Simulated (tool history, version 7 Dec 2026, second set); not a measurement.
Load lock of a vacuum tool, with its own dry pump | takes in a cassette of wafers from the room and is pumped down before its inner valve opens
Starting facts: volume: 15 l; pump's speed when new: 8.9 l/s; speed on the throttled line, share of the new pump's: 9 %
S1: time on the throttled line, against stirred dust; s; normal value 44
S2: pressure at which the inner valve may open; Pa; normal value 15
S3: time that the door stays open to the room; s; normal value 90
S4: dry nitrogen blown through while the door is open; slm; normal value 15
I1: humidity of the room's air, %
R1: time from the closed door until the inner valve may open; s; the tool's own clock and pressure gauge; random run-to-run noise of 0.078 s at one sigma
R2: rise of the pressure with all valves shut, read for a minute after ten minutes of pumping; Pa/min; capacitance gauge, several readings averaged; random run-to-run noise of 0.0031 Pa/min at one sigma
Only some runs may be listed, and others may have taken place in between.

run 1 hour=0 | S1=44 S2=15 S3=90 S4=15 | I1=46.7 | R1=54.97 R2=0.093
run 2 hour=167.3 | S1=24 S2=15 S3=90 S4=15 | I1=42.4 | R1=36.74 R2=0.085
run 3 hour=464.7 | S1=24 S2=15 S3=90 S4=15 | I1=44.1 | R1=36.79 R2=0.086
run 4 hour=691.7 | S1=44 S2=15 S3=90 S4=27 | I1=46.4 | R1=54.92 R2=0.077
run 5 hour=876.8 | S1=44 S2=15 S3=90 S4=27 | I1=45.7 | R1=54.95 R2=0.078
run 6 hour=1134.3 | S1=44 S2=15 S3=90 S4=15 | I1=45 | R1=54.85 R2=0.091
run 7 hour=1398.9 | S1=44 S2=15 S3=207 S4=15 | I1=44 | R1=55.13 R2=0.162
run 8 hour=1619 | S1=44 S2=15 S3=207 S4=4 | I1=46.1 | R1=54.88 R2=0.226
run 9 hour=1805.1 | S1=44 S2=15 S3=121 S4=15 | I1=45.4 | R1=54.83 R2=0.119
run 10 hour=2042.9 | S1=44 S2=15 S3=121 S4=11 | I1=42.1 | R1=55.03 R2=0.118
run 11 hour=2289.1 | S1=44 S2=15 S3=121 S4=11 | I1=45.7 | R1=55.11 R2=0.13
run 12 hour=2560 | S1=44 S2=15 S3=90 S4=15 | I1=44.9 | R1=54.96 R2=0.096
run 13 hour=2714.1 | S1=44 S2=15 S3=90 S4=5 | I1=43.6 | R1=55.05 R2=0.116
run 14 hour=2908.6 | S1=44 S2=15 S3=90 S4=5 | I1=46 | R1=55.03 R2=0.124
run 15 hour=3204.8 | S1=44 S2=15 S3=90 S4=5 | I1=45.8 | R1=54.93 R2=0.12
run 16 hour=3416.1 | S1=47 S2=16 S3=90 S4=5 | I1=44.8 | R1=57.69 R2=0.122
run 17 hour=3561 | S1=63 S2=16 S3=85 S4=36 | I1=46.3 | R1=72.08 R2=0.064
-- hour=3588.6 dry pump taken out, an overhauled one fitted
run 18 hour=3850.5 | S1=41 S2=17 S3=74 S4=41 | I1=44.7 | R1=52.02 R2=0.053
run 19 hour=4031.2 | S1=41 S2=26 S3=106 S4=41 | I1=42.2 | R1=51.37 R2=0.062
run 20 hour=4210.3 | S1=44 S2=25 S3=90 S4=6 | I1=42.8 | R1=54.04 R2=0.113
run 21 hour=4450.7 | S1=44 S2=25 S3=90 S4=24 | I1=47.8 | R1=54.1 R2=0.081
run 22 hour=4728.4 | S1=27 S2=25 S3=54 S4=24 | I1=49.1 | R1=38.5 R2=0.062
run 23 hour=4990.6 | S1=27 S2=25 S3=54 S4=24 | I1=43.6 | R1=38.51 R2=0.057
run 24 hour=5208.2 | S1=44 S2=12 S3=27 S4=25 | I1=42.8 | R1=55.27 R2=0.029
run 25 hour=5479.5 | S1=73 S2=10 S3=79 S4=25 | I1=45.4 | R1=82.23 R2=0.068
run 26 hour=5774.7 | S1=73 S2=19 S3=79 S4=4 | I1=38.8 | R1=80.94 R2=0.095
run 27 hour=5926.7 | S1=73 S2=19 S3=79 S4=4 | I1=45.3 | R1=80.97 R2=0.118
run 28 hour=6162 | S1=44 S2=15 S3=29 S4=10 | I1=45.2 | R1=54.86 R2=0.058
run 29 hour=6368.5 | S1=44 S2=16 S3=29 S4=10 | I1=43.2 | R1=54.86 R2=0.052

Consider 5 possible next runs. They are alternatives, not a sequence: every one starts from the tool as it was left by run 29. What does each give?
run A hour=6591.7 | S1=61 S2=16 S3=29 S4=10 | I1=43.8 | R1=? R2=?
run B hour=6591.7 | S1=28 S2=10 S3=29 S4=10 | I1=44.7 | R1=? R2=?
run C hour=6591.7 | S1=53 S2=15 S3=90 S4=15 | I1=40.7 | R1=? R2=?
run D hour=6591.7 | S1=44 S2=15 S3=110 S4=15 | I1=43.8 | R1=? R2=?
run E hour=6591.7 | S1=87 S2=14 S3=90 S4=43 | I1=42.1 | R1=? R2=?

run=A R1=70.21 R2=0.054
run=B R1=41.21 R2=0.053
run=C R1=63.12 R2=0.084
run=D R1=55 R2=0.102
run=E R1=94.18 R2=0.05
Without the tool's hidden state the same runs would have given:
run=A R1=70.21 R2=0.054
run=B R1=41.2 R2=0.053
run=C R1=63.12 R2=0.084
run=D R1=55 R2=0.102
run=E R1=94.18 R2=0.05

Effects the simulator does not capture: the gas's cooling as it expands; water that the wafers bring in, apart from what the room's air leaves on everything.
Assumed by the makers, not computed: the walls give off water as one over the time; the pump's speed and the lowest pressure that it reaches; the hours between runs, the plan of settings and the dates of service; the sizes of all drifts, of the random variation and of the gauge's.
